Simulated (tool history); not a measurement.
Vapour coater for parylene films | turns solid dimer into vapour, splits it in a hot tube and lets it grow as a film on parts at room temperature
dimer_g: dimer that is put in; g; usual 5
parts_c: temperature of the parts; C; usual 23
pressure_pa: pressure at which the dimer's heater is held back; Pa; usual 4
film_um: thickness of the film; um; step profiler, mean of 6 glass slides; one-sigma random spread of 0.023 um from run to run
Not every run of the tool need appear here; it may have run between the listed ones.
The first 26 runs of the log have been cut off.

run,hour,dimer_g,parts_c,pressure_pa,hours of work since the trap's valve was overhauled,hours of work since the table's thermometer was calibrated,film_um
27,418.7,2,25,4.69,374,431,0.5
28,428.2,4,21,5.4,380,437,1.08
29,439,4,25,4,387,443,1.1
30,451.7,4,15,2.18,394,451,1.46
31,469.5,5,22,6.75,405,462,1.31
32,479.3,5,22,6.75,411,468,1.3
33,498.3,5,24,2.01,423,480,1.6
34,512.3,5,24,2.01,432,488,1.57
35,530.5,5,24,2.01,443,500,1.64
36,545.3,5,32,4,452,509,1.18
37,555.6,5,23,8.89,458,515,1.21
38,571,8,20,5.01,468,524,2.26
# hour 585.8: trap's valve overhauled
39,590.1,3,23,7.32,3,534,0.74
40,600.3,5,23,7.19,9,540,1.26
41,612.1,3,34,4,16,547,0.69
42,626.5,4,22,5.08,25,556,1.1
43,646.2,4,22,5.08,37,568,1.07
44,657.8,5,17,9.38,44,575,1.31
45,677.4,5,17,9.38,56,587,1.32

Below are 5 alternative next runs, each starting from the tool's condition after run 45. Predict each:
A,691.3,5,23,9.83,65,596,?
B,691.3,4,28,2.7,65,596,?
C,691.3,6,23,2.2,65,596,?
D,691.3,5,17,5.37,65,596,?
E,691.3,3,24,2.66,65,596,?

run,film_um
A,1.2
B,1.09
C,1.9
D,1.47
E,0.88
Without the tool's hidden state the same runs would have given:
run,film_um
A,1.2
B,1.09
C,1.9
D,1.47
E,0.88
